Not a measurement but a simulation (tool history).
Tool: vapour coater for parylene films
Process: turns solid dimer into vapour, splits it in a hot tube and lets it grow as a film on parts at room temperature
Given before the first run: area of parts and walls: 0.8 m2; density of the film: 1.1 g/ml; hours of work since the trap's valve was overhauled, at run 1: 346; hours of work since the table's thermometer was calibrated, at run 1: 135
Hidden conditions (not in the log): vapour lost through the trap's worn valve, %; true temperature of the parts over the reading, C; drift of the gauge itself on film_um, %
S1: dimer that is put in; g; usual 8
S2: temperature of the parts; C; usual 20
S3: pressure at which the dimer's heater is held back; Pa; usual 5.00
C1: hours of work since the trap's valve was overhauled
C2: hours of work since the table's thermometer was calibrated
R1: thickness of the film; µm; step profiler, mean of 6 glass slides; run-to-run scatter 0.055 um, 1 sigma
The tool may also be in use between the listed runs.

run   hour  S1  S2    S3   C1   C2    R1
  1    0.0   8  20  5.00  346  135  6.06
      13.5  -- trap's valve overhauled
  2   19.7   4  20  5.00    4  145  3.14
  3   34.8   4  20  5.00   14  155  3.17
  4   41.8   6  20  5.00   19  160  4.73
  5   53.3   6  20  5.00   26  168  4.76
  6   65.0   6  20  2.28   34  176  5.68
  7   78.8   6  20  2.28   43  185  5.68
  8   89.4   8  20  7.03   50  192  5.81
  9  104.0   8  23  7.33   60  201  4.97
 10  115.9   8  23  7.33   68  209  4.89
 11  123.5   9  21  2.92   73  214  7.73
 12  135.4   9  21  2.92   81  222  7.51
 13  143.8   9  21  2.92   87  228  7.57
 14  150.6   3  15  5.00   91  232  3.01
 15  161.9   5  25  9.41   99  240  2.62

Forecast each of these 4 alternatives for the next run:
  A  176.3   8  20  5.00  108  249   ?
  B  176.3   5  17  2.19  108  249   ?
  C  176.3   5  19  7.04  108  249   ?
  D  176.3   5  29  9.41  108  249   ?

run    R1
  A  6.26
  B  5.38
  C  3.76
  D  2.17
The same runs, with their run-to-run variation unchanged, on a tool lacking any hidden condition would have given:
run    R1
  A  6.46
  B  5.50
  C  3.88
  D  2.24
